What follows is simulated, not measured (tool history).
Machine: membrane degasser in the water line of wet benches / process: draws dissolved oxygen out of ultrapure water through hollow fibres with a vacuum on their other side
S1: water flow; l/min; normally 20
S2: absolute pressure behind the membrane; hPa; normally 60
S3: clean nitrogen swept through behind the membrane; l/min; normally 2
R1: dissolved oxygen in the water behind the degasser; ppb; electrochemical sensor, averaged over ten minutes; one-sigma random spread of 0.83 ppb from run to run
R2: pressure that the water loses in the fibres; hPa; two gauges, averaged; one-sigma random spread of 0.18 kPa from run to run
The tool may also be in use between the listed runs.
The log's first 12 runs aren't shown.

run	hour	S1	S2	S3	R1	R2
13	449.8	20	146.7	2	287.8	311.1
14	488.9	23	60	2	102	358
15	538.4	23	60	2	103.1	358.5
16	579.3	23	60	2	104	357.9
17	608.1	17	60	2	72.4	264.8
18	648.2	28	108.7	3.28	187.9	436.6
19	671.1	28	108.7	3.28	185	437.7
20	714	28	108.7	3.28	183.9	433.9
21	753	19	55.7	4.19	43.1	296.2
22	800.4	16	60	3.53	42	249.7
23	852.2	12	116	2	131.7	186.6
24	877.3	13	69.1	5.29	30.4	202.4
25	924.2	13	69.1	1.04	124.1	202.5
26	967.6	12	90.9	1.04	176.3	189.7
27	1015.9	15	109.5	2.1	145.6	234.7
28	1048.6	17	63.1	2.1	76.5	267.5
29	1087.7	12	58.4	1.83	52.8	185.8
30	1130	13	58.4	0.91	107.2	203.5
31	1161.9	20	45.6	2	56.3	316.6
32	1203.6	13	124.7	0.85	330.5	203.4

What will run 33 give?
33	1225.5	15	45.1	0.86	?	?

Run 33 produced R1 75.9 ppb, R2 234 hPa.
If the tool had no hidden condition, the same run with the same run-to-run variation would have returned R1 58.1 ppb, R2 229.6 hPa.

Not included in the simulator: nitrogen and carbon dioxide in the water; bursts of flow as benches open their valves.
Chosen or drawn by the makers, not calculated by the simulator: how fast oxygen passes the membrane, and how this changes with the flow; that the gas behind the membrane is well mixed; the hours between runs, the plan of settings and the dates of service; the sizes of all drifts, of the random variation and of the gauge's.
